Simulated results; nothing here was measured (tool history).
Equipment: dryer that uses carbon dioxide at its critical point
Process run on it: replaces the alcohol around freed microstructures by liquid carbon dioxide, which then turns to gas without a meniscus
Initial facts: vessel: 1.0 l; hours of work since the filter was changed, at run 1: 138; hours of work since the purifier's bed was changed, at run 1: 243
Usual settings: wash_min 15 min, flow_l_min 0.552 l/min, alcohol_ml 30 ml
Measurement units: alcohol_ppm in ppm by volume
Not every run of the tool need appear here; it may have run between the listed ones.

| run | day | wash_min | flow_l_min | alcohol_ml | hours of work since the filter was changed | hours of work since the purifier's bed was changed | alcohol_ppm |
|---|---|---|---|---|---|---|---|
| 1 | 0 | 15 | 0.552 | 30 | 138 | 243 | 122 |
| 2 | 0.833 | 15 | 0.552 | 30 | 145 | 250 | 125 |
| 3 | 2.046 | 15 | 0.552 | 30 | 155 | 261 | 122 |
| 4 | 2.938 | 15 | 0.552 | 30 | 163 | 269 | 121 |
| 5 | 3.979 | 15 | 0.552 | 30 | 172 | 278 | 136 |
| 6 | 5.446 | 15 | 0.552 | 30 | 184 | 290 | 135 |
| 7 | 6.596 | 15 | 0.552 | 30 | 194 | 300 | 133 |
| 8 | 7.933 | 15 | 0.552 | 30 | 206 | 312 | 128 |
| 9 | 8.842 | 15 | 0.552 | 30 | 214 | 319 | 144 |
| 10 | 9.808 | 15 | 0.552 | 30 | 222 | 328 | 141 |
| 11 | 11.008 | 12 | 0.552 | 87 | 232 | 338 | 844 |
| 12 | 12.217 | 12 | 0.552 | 87 | 243 | 348 | 862 |
| 13 | 13.388 | 15 | 0.632 | 60 | 253 | 358 | 131 |
| 14 | 14.633 | 15 | 0.632 | 60 | 263 | 369 | 136 |
| 15 | 15.358 | 10 | 0.623 | 54 | 270 | 375 | 730 |
| 16 | 16.829 | 15 | 0.461 | 30 | 282 | 388 | 303 |
| 17 | 17.808 | 16 | 0.552 | 104 | 291 | 396 | 276 |
| 18 | 18.938 | 20 | 0.456 | 29 | 301 | 406 | 125 |
| 19 | 19.704 | 20 | 0.893 | 34 | 307 | 413 | 76 |
| 20 | 20.404 | 11 | 0.763 | 20 | 313 | 419 | 123 |

Consider 3 possible next runs. They are alternatives, not a sequence: every one starts from the tool as it was left by run 20. What does each give?
| A | 21.117 | 20 | 0.552 | 30 | 319 | 425 | ? |
| B | 21.117 | 24 | 0.763 | 55 | 319 | 425 | ? |
| C | 21.117 | 11 | 0.552 | 30 | 319 | 425 | ? |

| run | alcohol_ppm |
|---|---|
| A | 86 |
| B | 69 |
| C | 491 |
The same runs, with their run-to-run variation unchanged, on a tool lacking any hidden condition would have given:
| run | alcohol_ppm |
|---|---|
| A | 12 |
| B | 0 |
| C | 342 |

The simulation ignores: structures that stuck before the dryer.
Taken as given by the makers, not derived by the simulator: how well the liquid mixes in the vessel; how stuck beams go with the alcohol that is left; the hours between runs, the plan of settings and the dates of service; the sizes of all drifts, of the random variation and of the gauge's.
